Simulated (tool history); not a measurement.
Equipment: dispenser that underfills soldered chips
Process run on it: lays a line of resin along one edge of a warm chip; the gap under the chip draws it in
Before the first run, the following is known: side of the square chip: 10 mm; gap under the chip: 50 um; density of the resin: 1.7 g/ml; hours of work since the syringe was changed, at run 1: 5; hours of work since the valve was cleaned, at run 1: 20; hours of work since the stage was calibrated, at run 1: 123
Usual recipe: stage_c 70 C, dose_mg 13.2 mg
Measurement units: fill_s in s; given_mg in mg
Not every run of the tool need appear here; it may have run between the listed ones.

run,hour,stage_c,dose_mg,hours of work since the syringe was changed,hours of work since the valve was cleaned,hours of work since the stage was calibrated,fill_s,given_mg
1,0,70,13.2,5,20,123,130.1,12.91
2,2.9,70,13.2,7,22,126,142.4,12.89
3,6.6,85,13.2,10,25,128,96.2,12.85
# hour 8.9: new syringe of resin
4,11.4,70,13.2,2,28,132,118.7,12.9
5,14.1,70,13.2,4,30,134,130.4,12.8
6,19.1,70,13.2,8,34,137,145.2,12.84
7,22.5,60,13.2,10,36,140,226.9,12.75
# hour 24.7: new syringe of resin
8,25.6,58,13.2,1,38,142,179.1,12.73
9,28.9,58,13.2,3,41,145,191.3,12.67
10,31.4,58,13.2,5,43,146,204.3,12.7
11,34.1,58,13.2,7,45,148,220.7,12.67
12,36.9,58,13.2,9,47,151,236.5,12.65
# hour 38.3: dispensing valve cleaned and set on the balance
13,40.1,58,13.4,11,1,152,247.9,13.43
# hour 41.7: new syringe of resin
14,43.3,58,13.4,1,4,154,181.9,13.37
15,48.1,58,13.4,5,7,158,202.6,13.37
16,51.7,71,13.2,7,10,161,140.1,13.08
17,55.7,55,13.2,10,13,164,269.5,13
# hour 57.7: new syringe of resin
18,58.8,55,13.2,1,15,166,201.1,13.1
19,63.7,84,12.6,4,18,169,83.1,12.42
20,67.9,74,13.2,8,22,172,128.8,13.03
21,71.5,57,11.5,10,24,175,265.8,11.39
# hour 73.6: new syringe of resin
22,74.4,70,13.8,1,26,177,115.1,13.54

What does the tool deliver on the next run?
23,77.1,70,13.8,3,28,179,?,?

fill_s: 124.3 s
given_mg: 13.43 mg
With the hidden condition absent and the run-to-run variation left alone, this run would have shown fill_s 110.1 s, given_mg 13.72 mg.
